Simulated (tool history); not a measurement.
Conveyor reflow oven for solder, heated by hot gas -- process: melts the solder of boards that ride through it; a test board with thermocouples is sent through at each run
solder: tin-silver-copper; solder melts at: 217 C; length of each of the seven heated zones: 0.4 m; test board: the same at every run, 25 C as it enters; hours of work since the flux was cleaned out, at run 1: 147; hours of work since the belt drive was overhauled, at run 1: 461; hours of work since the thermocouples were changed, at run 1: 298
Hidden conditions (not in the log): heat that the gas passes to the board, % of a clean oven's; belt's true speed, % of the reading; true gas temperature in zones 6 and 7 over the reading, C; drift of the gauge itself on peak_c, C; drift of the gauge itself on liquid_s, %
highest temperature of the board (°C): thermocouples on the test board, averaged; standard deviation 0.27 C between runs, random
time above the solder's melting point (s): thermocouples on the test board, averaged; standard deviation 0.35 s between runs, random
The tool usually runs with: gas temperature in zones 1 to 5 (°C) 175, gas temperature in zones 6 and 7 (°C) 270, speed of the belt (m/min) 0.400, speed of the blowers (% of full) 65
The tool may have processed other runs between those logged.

| run | day | gas temperature in zones 1 to 5 (°C) | gas temperature in zones 6 and 7 (°C) | speed of the belt (m/min) | speed of the blowers (% of full) | hours of work since the flux was cleaned out | hours of work since the belt drive was overhauled | hours of work since the thermocouples were changed | highest temperature of the board (°C) | time above the solder's melting point (s) |
|---|---|---|---|---|---|---|---|---|---|---|
| 1 | 0.000 | 175 | 270 | 0.400 | 65 | 147 | 461 | 298 | 251.3 | 90.4 |
| 2 | 0.838 | 175 | 270 | 0.400 | 65 | 155 | 470 | 307 | 251.6 | 89.2 |
| 3 | 1.900 | 175 | 270 | 0.400 | 65 | 166 | 481 | 318 | 252.2 | 89.7 |
| 4 | 3.125 | 166 | 270 | 0.400 | 65 | 179 | 493 | 330 | 250.2 | 82.7 |
| 5 | 4.021 | 166 | 270 | 0.400 | 65 | 188 | 502 | 340 | 250.1 | 82.5 |
| 6 | 5.421 | 175 | 270 | 0.400 | 65 | 202 | 517 | 354 | 250.9 | 89.1 |
|  | 5.708 | belt drive overhauled, speed set with a stopwatch |
| 7 | 6.558 | 175 | 270 | 0.400 | 65 | 212 | 9 | 364 | 251.8 | 90.4 |
| 8 | 7.625 | 175 | 270 | 0.400 | 65 | 223 | 20 | 375 | 251.3 | 89.5 |
| 9 | 8.692 | 181 | 264 | 0.345 | 57 | 234 | 31 | 386 | 248.9 | 106.1 |
| 10 | 9.471 | 181 | 265 | 0.345 | 57 | 242 | 39 | 394 | 249.3 | 107.4 |
| 11 | 10.158 | 172 | 275 | 0.345 | 57 | 249 | 46 | 401 | 256.6 | 109.2 |
|  | 11.038 | belt drive overhauled, speed set with a stopwatch, once more |
| 12 | 11.225 | 172 | 275 | 0.345 | 57 | 258 | 2 | 410 | 256.2 | 107.5 |
| 13 | 12.483 | 172 | 261 | 0.345 | 61 | 271 | 15 | 423 | 246.1 | 94.1 |
| 14 | 13.121 | 172 | 261 | 0.345 | 61 | 278 | 21 | 430 | 245.8 | 93.9 |
| 15 | 13.729 | 172 | 278 | 0.345 | 61 | 284 | 28 | 436 | 260.4 | 112.7 |

Hidden condition of the tool, last listed run before each entry between runs versus first listed run after:
In the gap between runs 6 and 7: belt drive overhauled, speed set with a stopwatch (day 5.708)
  heat that the gas passes to the board, % of a clean oven's: 95.6 -> 95.4; belt's true speed, % of the reading: 99.23 -> 98.81; true gas temperature in zones 6 and 7 over the reading, C: -1.24 -> -1.26
  measured less the result without the state, highest temperature of the board (°C): -1.9 -> -1.7; time above the solder's melting point (s): -1.7 -> -1.1
In the gap between runs 11 and 12: belt drive overhauled, speed set with a stopwatch, once more (day 11.038)
  heat that the gas passes to the board, % of a clean oven's: 94.6 -> 94.4; belt's true speed, % of the reading: 98.75 -> 100.04; true gas temperature in zones 6 and 7 over the reading, C: -1.36 -> -1.38
  measured less the result without the state, highest temperature of the board (°C): -1.8 -> -2.3; time above the solder's melting point (s): -0.9 -> -3.1

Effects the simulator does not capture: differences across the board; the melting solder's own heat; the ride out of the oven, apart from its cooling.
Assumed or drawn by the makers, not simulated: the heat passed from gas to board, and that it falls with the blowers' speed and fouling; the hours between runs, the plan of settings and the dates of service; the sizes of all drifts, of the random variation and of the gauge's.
